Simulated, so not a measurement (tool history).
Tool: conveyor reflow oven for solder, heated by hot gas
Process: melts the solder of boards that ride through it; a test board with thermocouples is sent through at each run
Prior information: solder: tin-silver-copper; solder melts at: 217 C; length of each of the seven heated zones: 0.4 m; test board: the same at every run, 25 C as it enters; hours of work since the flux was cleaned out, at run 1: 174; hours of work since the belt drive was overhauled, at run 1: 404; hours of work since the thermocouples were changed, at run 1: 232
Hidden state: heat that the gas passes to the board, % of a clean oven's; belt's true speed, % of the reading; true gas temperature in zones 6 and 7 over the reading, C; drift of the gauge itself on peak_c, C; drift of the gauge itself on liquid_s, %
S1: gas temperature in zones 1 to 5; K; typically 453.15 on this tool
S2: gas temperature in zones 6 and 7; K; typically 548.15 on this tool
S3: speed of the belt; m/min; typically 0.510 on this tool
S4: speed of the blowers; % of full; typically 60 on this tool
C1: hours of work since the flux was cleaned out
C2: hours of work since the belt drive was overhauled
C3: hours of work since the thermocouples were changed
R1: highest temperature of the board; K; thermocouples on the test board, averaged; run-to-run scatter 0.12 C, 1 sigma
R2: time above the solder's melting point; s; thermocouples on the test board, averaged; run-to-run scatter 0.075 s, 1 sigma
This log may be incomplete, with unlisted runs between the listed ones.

run,hour,S1,S2,S3,S4,C1,C2,C3,R1,R2
1,0.0,453.15,548.15,0.510,60,174,404,232,532.75,80.32
2,11.8,452.15,548.15,0.510,60,181,411,238,533.05,79.68
3,23.6,453.15,548.15,0.510,60,188,418,245,533.45,80.25
4,36.4,453.15,548.15,0.510,60,195,425,253,533.15,80.23
5,53.1,453.15,548.15,0.510,60,205,434,262,532.95,80.06
6,70.8,453.15,548.15,0.606,60,215,445,272,526.85,62.21
# hour 88.1: flux residue cleaned out of gas plates and filters
7,88.9,453.15,548.15,0.606,60,0,452,280,526.35,61.44
8,106.9,467.15,548.15,0.606,60,11,462,290,529.45,70.28
9,125.1,467.15,548.15,0.606,60,21,473,301,529.45,70.24
10,141.3,467.15,548.15,0.606,60,31,482,310,529.35,70.08
11,156.1,458.15,550.15,0.576,73,39,491,318,533.25,73.01
12,167.2,451.15,550.15,0.476,73,45,497,325,537.75,89.14
# hour 174.2: flux residue cleaned out of gas plates and filters, once more
13,186.3,453.15,548.15,0.538,61,7,505,333,532.15,75.39
14,201.5,443.15,546.15,0.519,77,16,514,342,532.95,75.43
15,224.1,458.15,562.15,0.510,60,29,527,355,546.85,90.85
16,239.4,453.15,545.15,0.456,60,37,536,363,533.45,91.45
17,261.7,453.15,548.15,0.459,61,50,548,376,536.25,92.61
18,280.6,441.15,549.15,0.515,53,61,559,387,530.25,71.81
19,298.6,441.15,544.15,0.515,74,71,570,397,530.05,73.26

Below are 5 alternative next runs, each starting from the tool's condition after run 19. Predict each:
A,310.7,453.15,538.15,0.510,60,78,577,404,?,?
B,310.7,441.15,549.15,0.515,74,78,577,404,?,?
C,310.7,441.15,550.15,0.515,75,78,577,404,?,?
D,310.7,453.15,563.15,0.510,60,78,577,404,?,?
E,310.7,453.15,536.15,0.559,62,78,577,404,?,?

run,R1,R2
A,524.15,73.80
B,534.55,76.38
C,535.85,77.20
D,546.65,88.63
E,520.45,63.07
With the hidden condition removed and each run's random variation left untouched, the same runs would have given:
run,R1,R2
A,525.35,73.92
B,535.85,76.31
C,537.15,77.10
D,547.85,88.21
E,521.55,63.36

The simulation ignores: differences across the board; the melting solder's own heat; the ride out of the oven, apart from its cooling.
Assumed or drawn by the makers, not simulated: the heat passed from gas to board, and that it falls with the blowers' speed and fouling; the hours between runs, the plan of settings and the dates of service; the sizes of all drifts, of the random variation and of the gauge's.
